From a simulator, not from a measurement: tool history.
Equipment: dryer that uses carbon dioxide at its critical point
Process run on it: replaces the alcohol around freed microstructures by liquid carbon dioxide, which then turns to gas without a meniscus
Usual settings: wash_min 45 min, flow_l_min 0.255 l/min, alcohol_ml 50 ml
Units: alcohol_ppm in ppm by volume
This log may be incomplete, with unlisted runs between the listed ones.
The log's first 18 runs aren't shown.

run   hour  wash_min  flow_l_min  alcohol_ml  alcohol_ppm
 19  441.3        44        0.39          20          207
 20  474.6        44        0.39          20          219
 21  508.3        66       0.416          41          187
 22  538.6        60       0.284          35          262
 23  564.3        71       0.185          21          339
 24  579.5        51       0.255          50          600
 25  597.4        45       0.168          64         3079
 26  611.1        45       0.277          24          451
 27    629        45       0.277          24          459
 28  655.6        45       0.277          24          489
 29  684.8        45       0.382          42          343
     697.3  -- inlet filter changed
 30  718.6        45       0.382          42          263
 31  734.7        49       0.255          50          550
 32  766.7        41       0.426          50          282
 33  790.3        35       0.179          40         2562
 34  815.2        43       0.171          29         1424

4 ways to go on from here, each from the tool as it stands after run 34. What would each give?
  A  841.6        70       0.171          29            ?
  B  841.6        44       0.171          29            ?
  C  841.6        71       0.255         103            ?
  D  841.6        34       0.313          55            ?

run  alcohol_ppm
  A          483
  B         1407
  C          367
  D         1073
With the hidden condition removed and each run's random variation left untouched, the same runs would have given:
run  alcohol_ppm
  A          191
  B          967
  C           93
  D          640

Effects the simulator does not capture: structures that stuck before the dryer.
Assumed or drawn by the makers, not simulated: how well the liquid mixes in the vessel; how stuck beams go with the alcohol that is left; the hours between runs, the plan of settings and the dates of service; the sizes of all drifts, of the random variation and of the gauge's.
